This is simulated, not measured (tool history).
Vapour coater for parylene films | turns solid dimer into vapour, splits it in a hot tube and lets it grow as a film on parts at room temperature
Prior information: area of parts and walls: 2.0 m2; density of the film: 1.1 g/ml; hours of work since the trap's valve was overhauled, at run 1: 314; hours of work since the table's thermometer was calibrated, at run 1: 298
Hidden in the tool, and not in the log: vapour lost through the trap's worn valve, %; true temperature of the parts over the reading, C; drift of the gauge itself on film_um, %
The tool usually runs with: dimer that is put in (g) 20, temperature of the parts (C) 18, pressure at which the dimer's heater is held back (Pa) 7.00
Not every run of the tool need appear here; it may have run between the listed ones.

run   hour  dimer that is put in (g)  temperature of the parts (C)  pressure at which the dimer's heater is held back (Pa)  hours of work since the trap's valve was overhauled  hours of work since the table's thermometer was calibrated  thickness of the film (nm)
  1    0.0                        20                            18                                                    7.00                                                  314                                                         298                        4220
  2   15.6                        20                            18                                                    7.00                                                  325                                                         309                        4220
  3   27.4                        20                            18                                                    6.52                                                  334                                                         317                        4290
  4   37.1                        16                            18                                                    7.00                                                  341                                                         324                        3340
  5   47.4                        16                            18                                                    7.00                                                  348                                                         332                        3390
  6   59.2                        16                            18                                                    7.00                                                  357                                                         340                        3370
  7   68.2                        16                            18                                                    7.00                                                  363                                                         347                        3340
  8   78.3                        16                            18                                                    7.00                                                  371                                                         354                        3370
      91.3  -- trap's valve overhauled
  9   94.3                        16                            26                                                    7.00                                                    2                                                         363                        2350
 10  103.3                        20                            29                                                    7.00                                                    9                                                         369                        2570
 11  110.9                        20                            29                                                    7.00                                                   14                                                         375                        2530
     121.8  -- trap's valve overhauled, once more
 12  123.2                        20                            18                                                    7.00                                                    1                                                         381                        4620
 13  136.1                        20                            18                                                    7.00                                                   10                                                         390                        4580
 14  150.8                        20                            18                                                    7.00                                                   21                                                         401                        4500
 15  166.0                        16                            18                                                    7.00                                                   32                                                         412                        3610
 16  179.0                        13                            18                                                    7.00                                                   41                                                         421                        2940
 17  194.7                        20                            18                                                    7.00                                                   53                                                         433                        4480
 18  208.4                        20                            18                                                    7.00                                                   63                                                         443                        4520
 19  218.9                        20                            18                                                    7.00                                                   70                                                         450                        4520
 20  226.0                        20                            18                                                    7.00                                                   75                                                         455                        4480
 21  242.7                        20                            18                                                    7.00                                                   87                                                         467                        4500
 22  250.1                        20                            18                                                    7.00                                                   93                                                         473                        4500
 23  264.9                        20                            18                                                    7.00                                                  103                                                         483                        4470
 24  278.7                        20                            18                                                    7.00                                                  113                                                         493                        4520
 25  289.7                        20                            25                                                    7.00                                                  121                                                         501                        3360
 26  298.1                        20                            25                                                    7.00                                                  127                                                         507                        3340
 27  311.9                        14                            15                                                    3.83                                                  137                                                         517                        4020
 28  324.9                         9                            15                                                    2.14                                                  147                                                         527                        2910
 29  337.3                         9                            15                                                    2.14                                                  156                                                         536                        2950
 30  353.7                        20                            23                                                    2.16                                                  168                                                         548                        4640
 31  368.2                        20                            23                                                    2.16                                                  178                                                         558                        4620
 32  382.6                        20                            23                                                    2.16                                                  189                                                         568                        4670
 33  396.0                        20                            23                                                    2.16                                                  198                                                         578                        4610
 34  405.8                        20                            23                                                    2.16                                                  205                                                         585                        4630
 35  414.3                        20                            18                                                    7.00                                                  211                                                         591                        4370
 36  423.0                        20                            25                                                   11.33                                                  218                                                         598                        2990
 37  437.7                        31                            25                                                    8.83                                                  228                                                         608                        4880
 38  446.5                        31                            25                                                    8.83                                                  235                                                         615                        4790
 39  460.2                        31                            25                                                    8.83                                                  245                                                         625                        4770
 40  474.2                        31                            25                                                    8.83                                                  255                                                         635                        4790
 41  487.2                        18                            10                                                    7.11                                                  264                                                         644                        5350
 42  502.0                        18                            10                                                    7.11                                                  275                                                         655                        5310
 43  512.5                         9                            18                                                    3.45                                                  282                                                         662                        2300
 44  527.7                        26                            18                                                    5.27                                                  293                                                         673                        5940
 45  535.2                        12                            11                                                    7.00                                                  299                                                         679                        3420

Below are 3 alternative next runs, each starting from the tool's condition after run 45. Predict each:
  A  543.3                         9                            14                                                    2.20                                                  305                                                         685                           ?
  B  543.3                        20                            22                                                    7.00                                                  305                                                         685                           ?
  C  543.3                        20                            18                                                    4.60                                                  305                                                         685                           ?

run  thickness of the film (nm)
  A                        2930
  B                        3670
  C                        4660
The same runs, with their run-to-run variation unchanged, on a tool lacking any hidden condition would have given:
run  thickness of the film (nm)
  A                        3150
  B                        3950
  C                        5020

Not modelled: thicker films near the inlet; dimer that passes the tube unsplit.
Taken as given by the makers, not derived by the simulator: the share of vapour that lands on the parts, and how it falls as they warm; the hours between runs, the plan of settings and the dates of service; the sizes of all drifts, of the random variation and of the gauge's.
